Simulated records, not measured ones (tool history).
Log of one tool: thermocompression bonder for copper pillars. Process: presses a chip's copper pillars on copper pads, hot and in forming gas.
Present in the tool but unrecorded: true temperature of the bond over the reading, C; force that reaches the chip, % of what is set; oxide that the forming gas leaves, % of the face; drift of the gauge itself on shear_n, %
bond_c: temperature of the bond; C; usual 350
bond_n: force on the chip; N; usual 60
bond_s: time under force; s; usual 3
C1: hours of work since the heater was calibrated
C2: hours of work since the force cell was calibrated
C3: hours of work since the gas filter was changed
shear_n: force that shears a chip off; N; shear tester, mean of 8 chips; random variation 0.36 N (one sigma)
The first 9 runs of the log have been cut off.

{"run": 10, "day": 5.438, "bond_c": 350, "bond_n": 60, "bond_s": 7, "C1": 17, "C2": 259, "C3": 107, "shear_n": 93.7}
{"run": 11, "day": 6.121, "bond_c": 350, "bond_n": 60, "bond_s": 7, "C1": 27, "C2": 269, "C3": 117, "shear_n": 93.3}
{"run": 12, "day": 6.625, "bond_c": 350, "bond_n": 60, "bond_s": 3, "C1": 34, "C2": 276, "C3": 124, "shear_n": 72.4}
{"run": 13, "day": 7.038, "bond_c": 374, "bond_n": 60, "bond_s": 3, "C1": 40, "C2": 282, "C3": 130, "shear_n": 83.6}
{"run": 14, "day": 7.775, "bond_c": 350, "bond_n": 60, "bond_s": 3, "C1": 51, "C2": 293, "C3": 141, "shear_n": 73.0}
{"run": 15, "day": 8.15, "bond_c": 350, "bond_n": 60, "bond_s": 3, "C1": 56, "C2": 298, "C3": 147, "shear_n": 73.9}
{"run": 16, "day": 8.704, "bond_c": 350, "bond_n": 60, "bond_s": 6, "C1": 64, "C2": 306, "C3": 155, "shear_n": 89.9}
{"run": 17, "day": 9.383, "bond_c": 350, "bond_n": 60, "bond_s": 6, "C1": 74, "C2": 316, "C3": 165, "shear_n": 90.0}
{"run": 18, "day": 9.875, "bond_c": 350, "bond_n": 60, "bond_s": 3, "C1": 81, "C2": 324, "C3": 172, "shear_n": 72.1}
{"run": 19, "day": 10.571, "bond_c": 350, "bond_n": 60, "bond_s": 2, "C1": 92, "C2": 334, "C3": 182, "shear_n": 63.0}
{"run": 20, "day": 11.008, "bond_c": 350, "bond_n": 60, "bond_s": 6, "C1": 98, "C2": 340, "C3": 188, "shear_n": 90.1}
{"run": 21, "day": 11.525, "bond_c": 350, "bond_n": 60, "bond_s": 6, "C1": 106, "C2": 348, "C3": 196, "shear_n": 89.7}
{"run": 22, "day": 12.112, "bond_c": 345, "bond_n": 60, "bond_s": 3, "C1": 114, "C2": 356, "C3": 205, "shear_n": 70.8}
{"run": 23, "day": 12.771, "bond_c": 345, "bond_n": 60, "bond_s": 3, "C1": 124, "C2": 366, "C3": 214, "shear_n": 70.7}
{"run": 24, "day": 13.192, "bond_c": 376, "bond_n": 74, "bond_s": 2, "C1": 130, "C2": 372, "C3": 220, "shear_n": 80.4}
{"run": 25, "day": 13.992, "bond_c": 337, "bond_n": 84, "bond_s": 2, "C1": 142, "C2": 384, "C3": 232, "shear_n": 67.7}
{"run": 26, "day": 14.662, "bond_c": 350, "bond_n": 60, "bond_s": 3, "C1": 151, "C2": 394, "C3": 242, "shear_n": 72.4}
{"day": 15.2, "done": "forming gas filter changed"}
{"run": 27, "day": 15.238, "bond_c": 350, "bond_n": 60, "bond_s": 3, "C1": 160, "C2": 402, "C3": 1, "shear_n": 72.7}
{"run": 28, "day": 15.642, "bond_c": 374, "bond_n": 84, "bond_s": 2, "C1": 165, "C2": 408, "C3": 6, "shear_n": 84.4}
{"run": 29, "day": 16.271, "bond_c": 374, "bond_n": 84, "bond_s": 2, "C1": 175, "C2": 417, "C3": 16, "shear_n": 83.6}
{"run": 30, "day": 16.692, "bond_c": 374, "bond_n": 67, "bond_s": 2, "C1": 181, "C2": 423, "C3": 22, "shear_n": 76.4}

Predict the results of run 31:
{"run": 31, "day": 17.129, "bond_c": 333, "bond_n": 55, "bond_s": 3, "C1": 187, "C2": 429, "C3": 28, "shear_n": "?"}

{"run 31": {"shear_n": 62.9}}
Minus the tool's unlogged condition, the same run would have read shear_n 62.9 N.
